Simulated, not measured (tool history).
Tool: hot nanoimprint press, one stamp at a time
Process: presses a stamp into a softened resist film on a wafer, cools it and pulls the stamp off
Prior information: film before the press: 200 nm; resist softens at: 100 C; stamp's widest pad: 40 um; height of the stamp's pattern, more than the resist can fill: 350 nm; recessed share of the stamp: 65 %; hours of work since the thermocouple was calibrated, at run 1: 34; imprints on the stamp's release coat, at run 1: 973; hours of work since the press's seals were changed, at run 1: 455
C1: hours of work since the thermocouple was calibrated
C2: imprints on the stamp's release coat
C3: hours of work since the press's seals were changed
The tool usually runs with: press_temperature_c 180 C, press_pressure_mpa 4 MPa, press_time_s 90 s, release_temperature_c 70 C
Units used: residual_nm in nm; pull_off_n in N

run 1 day=0 | press_temperature_c=180 press_pressure_mpa=4 press_time_s=90 release_temperature_c=70 | C1=34 C2=973 C3=455 | residual_nm=102.2 pull_off_n=168
run 2 day=2.788 | press_temperature_c=180 press_pressure_mpa=4 press_time_s=90 release_temperature_c=70 | C1=79 C2=1246 C3=500 | residual_nm=100.2 pull_off_n=178
run 3 day=4.921 | press_temperature_c=179 press_pressure_mpa=4 press_time_s=90 release_temperature_c=70 | C1=114 C2=1455 C3=535 | residual_nm=103.3 pull_off_n=187
run 4 day=6.854 | press_temperature_c=179 press_pressure_mpa=4 press_time_s=90 release_temperature_c=70 | C1=145 C2=1644 C3=566 | residual_nm=102.1 pull_off_n=176
run 5 day=9.046 | press_temperature_c=180 press_pressure_mpa=4 press_time_s=108 release_temperature_c=70 | C1=181 C2=1859 C3=602 | residual_nm=92.4 pull_off_n=194
run 6 day=12.454 | press_temperature_c=180 press_pressure_mpa=4 press_time_s=90 release_temperature_c=70 | C1=236 C2=2193 C3=657 | residual_nm=99.4 pull_off_n=195
-- day=13.638 stamp cleaned and given a new release coat
-- day=14.125 plate thermocouple calibrated
run 7 day=14.421 | press_temperature_c=180 press_pressure_mpa=4 press_time_s=90 release_temperature_c=70 | C1=5 C2=65 C3=683 | residual_nm=102.4 pull_off_n=146
run 8 day=16.112 | press_temperature_c=180 press_pressure_mpa=4 press_time_s=90 release_temperature_c=70 | C1=32 C2=230 C3=710 | residual_nm=101.6 pull_off_n=152
run 9 day=17.829 | press_temperature_c=180 press_pressure_mpa=4 press_time_s=69 release_temperature_c=70 | C1=60 C2=398 C3=738 | residual_nm=111.7 pull_off_n=152
run 10 day=19.383 | press_temperature_c=180 press_pressure_mpa=4 press_time_s=90 release_temperature_c=76 | C1=85 C2=550 C3=764 | residual_nm=101.5 pull_off_n=136
run 11 day=21.788 | press_temperature_c=180 press_pressure_mpa=4 press_time_s=105 release_temperature_c=70 | C1=125 C2=786 C3=803 | residual_nm=96.2 pull_off_n=161
run 12 day=23.492 | press_temperature_c=180 press_pressure_mpa=4 press_time_s=46 release_temperature_c=70 | C1=152 C2=953 C3=830 | residual_nm=126.2 pull_off_n=164
run 13 day=27.179 | press_temperature_c=180 press_pressure_mpa=2.6 press_time_s=90 release_temperature_c=70 | C1=212 C2=1314 C3=890 | residual_nm=117.7 pull_off_n=173
-- day=30.15 plate thermocouple calibrated
run 14 day=30.9 | press_temperature_c=180 press_pressure_mpa=2.6 press_time_s=90 release_temperature_c=70 | C1=12 C2=1666 C3=949 | residual_nm=120.3 pull_off_n=188
run 15 day=33.629 | press_temperature_c=183 press_pressure_mpa=2.6 press_time_s=90 release_temperature_c=70 | C1=57 C2=1933 C3=993 | residual_nm=111.3 pull_off_n=192
run 16 day=36.304 | press_temperature_c=183 press_pressure_mpa=2.6 press_time_s=90 release_temperature_c=70 | C1=100 C2=2195 C3=1037 | residual_nm=110.4 pull_off_n=205
-- day=37.508 stamp cleaned and given a new release coat
run 17 day=38.454 | press_temperature_c=183 press_pressure_mpa=2.6 press_time_s=90 release_temperature_c=70 | C1=131 C2=92 C3=1068 | residual_nm=110.3 pull_off_n=145
run 18 day=41.033 | press_temperature_c=183 press_pressure_mpa=2.6 press_time_s=90 release_temperature_c=70 | C1=173 C2=345 C3=1110 | residual_nm=109.7 pull_off_n=152
run 19 day=42.767 | press_temperature_c=183 press_pressure_mpa=2.6 press_time_s=90 release_temperature_c=70 | C1=201 C2=515 C3=1138 | residual_nm=109.2 pull_off_n=153
run 20 day=44.4 | press_temperature_c=183 press_pressure_mpa=2.6 press_time_s=90 release_temperature_c=70 | C1=228 C2=675 C3=1164 | residual_nm=108.3 pull_off_n=158
-- day=46.321 plate thermocouple calibrated
run 21 day=46.729 | press_temperature_c=183 press_pressure_mpa=2.6 press_time_s=90 release_temperature_c=70 | C1=7 C2=890 C3=1200 | residual_nm=111.9 pull_off_n=165
-- day=50.538 press's hydraulic seals changed and the load cell set to zero
run 22 day=50.538 | press_temperature_c=183 press_pressure_mpa=2.6 press_time_s=90 release_temperature_c=70 | C1=63 C2=1231 C3=0 | residual_nm=110.4 pull_off_n=184
run 23 day=52.875 | press_temperature_c=180 press_pressure_mpa=4 press_time_s=171 release_temperature_c=70 | C1=101 C2=1460 C3=38 | residual_nm=77.7 pull_off_n=179
run 24 day=56.429 | press_temperature_c=187 press_pressure_mpa=3.71 press_time_s=90 release_temperature_c=59 | C1=159 C2=1808 C3=96 | residual_nm=82.7 pull_off_n=226
run 25 day=58.762 | press_temperature_c=187 press_pressure_mpa=3.71 press_time_s=90 release_temperature_c=59 | C1=197 C2=2036 C3=134 | residual_nm=82.1 pull_off_n=234
-- day=61.692 stamp cleaned and given a new release coat
run 26 day=62.196 | press_temperature_c=182 press_pressure_mpa=4 press_time_s=144 release_temperature_c=70 | C1=249 C2=50 C3=185 | residual_nm=76.2 pull_off_n=147
-- day=62.808 plate thermocouple calibrated
run 27 day=65.133 | press_temperature_c=192 press_pressure_mpa=4 press_time_s=90 release_temperature_c=70 | C1=38 C2=325 C3=231 | residual_nm=70.4 pull_off_n=156
run 28 day=68.058 | press_temperature_c=180 press_pressure_mpa=4.53 press_time_s=134 release_temperature_c=66 | C1=85 C2=612 C3=279 | residual_nm=82.5 pull_off_n=163
run 29 day=71.108 | press_temperature_c=180 press_pressure_mpa=4.28 press_time_s=134 release_temperature_c=66 | C1=135 C2=910 C3=328 | residual_nm=83.9 pull_off_n=176

Hidden state or all else? Some run-to-run changes of residual_nm, split into what the settings, what came in and random variation would give without the hidden state, and what is left for the hidden state (with any gauge scatter that isn't in both results):
Hidden state at play: true temperature over the reading, C; pressure that arrives at the usual setting, %; grip of the stamp's worn release coat, % over a new coat's; drift of the gauge itself on residual_nm, %; drift of the gauge itself on pull_off_n, %.
Run 6 -> 7: stamp cleaned and given a new release coat, plate thermocouple calibrated. residual_nm +3 nm: hidden state +3.8, all else -0.8.
Run 11 -> 12: press_time_s 105 -> 46. residual_nm +30 nm: hidden state -0.4, all else +30.4.
Run 13 -> 14: plate thermocouple calibrated. residual_nm +2.6 nm: hidden state +3.9, all else -1.3.
Run 22 -> 23: press_temperature_c 183 -> 180, press_pressure_mpa 2.6 -> 4, press_time_s 90 -> 171. residual_nm -32.7 nm: hidden state -0.5, all else -32.2.

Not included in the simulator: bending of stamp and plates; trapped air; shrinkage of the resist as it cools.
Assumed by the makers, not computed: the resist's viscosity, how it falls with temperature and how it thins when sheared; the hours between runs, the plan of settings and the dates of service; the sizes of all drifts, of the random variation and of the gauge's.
